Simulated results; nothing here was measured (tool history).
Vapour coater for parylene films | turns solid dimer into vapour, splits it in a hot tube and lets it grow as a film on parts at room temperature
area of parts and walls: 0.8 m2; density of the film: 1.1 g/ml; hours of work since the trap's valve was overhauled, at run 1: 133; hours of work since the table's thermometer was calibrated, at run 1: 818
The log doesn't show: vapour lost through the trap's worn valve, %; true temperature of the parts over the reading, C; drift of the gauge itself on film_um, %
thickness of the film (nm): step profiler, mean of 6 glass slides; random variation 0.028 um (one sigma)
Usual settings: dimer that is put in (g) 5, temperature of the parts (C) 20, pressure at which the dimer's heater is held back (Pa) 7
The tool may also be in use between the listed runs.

run	day	dimer that is put in (g)	temperature of the parts (C)	pressure at which the dimer's heater is held back (Pa)	hours of work since the trap's valve was overhauled	hours of work since the table's thermometer was calibrated	thickness of the film (nm)
1	0	5	20	7	133	818	3570
2	1.446	5	20	7	153	838	3520
3	2.825	5	20	7	173	857	3500
4	4.288	5	20	7	193	878	3510
5	5.217	5	20	2.3	206	891	4340
6	6.588	5	20	2.3	225	910	4250
7	7.288	5	20	2.3	235	920	4290
8	8.729	5	20	2.3	255	940	4190
# day 9.892: trap's valve overhauled
9	9.938	5	20	7	1	954	3860
10	11.188	7	20	7	18	972	5340
11	12.379	5	20	7	35	989	3830
12	13.842	5	20	7	55	1009	3780
13	14.658	5	20	7	67	1020	3760
14	16.154	5	16	7	88	1041	4380
15	17.592	5	20	7	108	1061	3710
16	19.038	5	20	3.16	128	1082	4260
17	20.321	5	20	3.16	146	1099	4250
18	20.971	5	20	3.16	155	1109	4260
19	21.696	5	20	3.16	165	1119	4190
20	23.242	5	20	3.16	187	1140	4160
21	24.242	5	20	3.16	200	1154	4110
22	25.758	5	20	3.56	222	1175	3950
23	27.146	5	20	3.56	241	1195	3920
24	28.104	5	20	3.56	254	1208	3950
# day 29.258: trap's valve overhauled
25	29.533	5	20	3.56	4	1226	4500
26	30.846	5	26	7.39	22	1244	2950
27	31.492	5	20	5.69	31	1253	3990
28	32.492	3	16	2.56	45	1267	3260
29	33.142	5	23	7	54	1276	3320
30	33.808	5	24	7	64	1286	3190
31	34.525	5	24	7	74	1296	3220
32	35.904	5	15	11.76	93	1315	4150
33	37.238	5	15	11.76	111	1333	4090
34	38.754	6	20	3.81	133	1355	4950
35	39.942	3	15	10.27	149	1371	2480
36	41.488	3	15	10.27	171	1393	2520
37	42.3	5	18	7	182	1404	3890
38	43.696	4	20	3.97	202	1424	3150
39	44.446	8	27	2.09	212	1434	5330
40	45.117	8	20	7	222	1444	5670
41	46.142	4	16	5.35	236	1458	3530
42	47.533	2	15	5.35	255	1477	1800
# day 48.675: trap's valve overhauled
43	48.908	7	20	7	3	1494	5430
44	50.283	2	20	7	22	1513	1550
45	51.379	6	19	9.76	38	1529	4500
46	52.446	6	19	9.76	53	1544	4480
47	53.792	3	19	6.09	71	1562	2420

Measured less the same run without the tool's hidden state. The same run-to-run variation is in both; the gauge's scatter may not be:
run	thickness of the film (nm)
1	-190
2	-220
3	-250
4	-270
5	-370
6	-400
7	-430
8	-470
9	+80
10	+70
11	+20
12	-10
13	-30
14	-70
15	-90
16	-140
17	-180
18	-190
19	-220
20	-250
21	-270
22	-300
23	-330
24	-360
25	+90
26	+40
27	+40
28	+0
29	+0
30	-10
31	-30
32	-60
33	-90
34	-160
35	-100
36	-120
37	-210
38	-200
39	-370
40	-410
41	-280
42	-160
43	+150
44	+30
45	+50
46	+30
47	+0
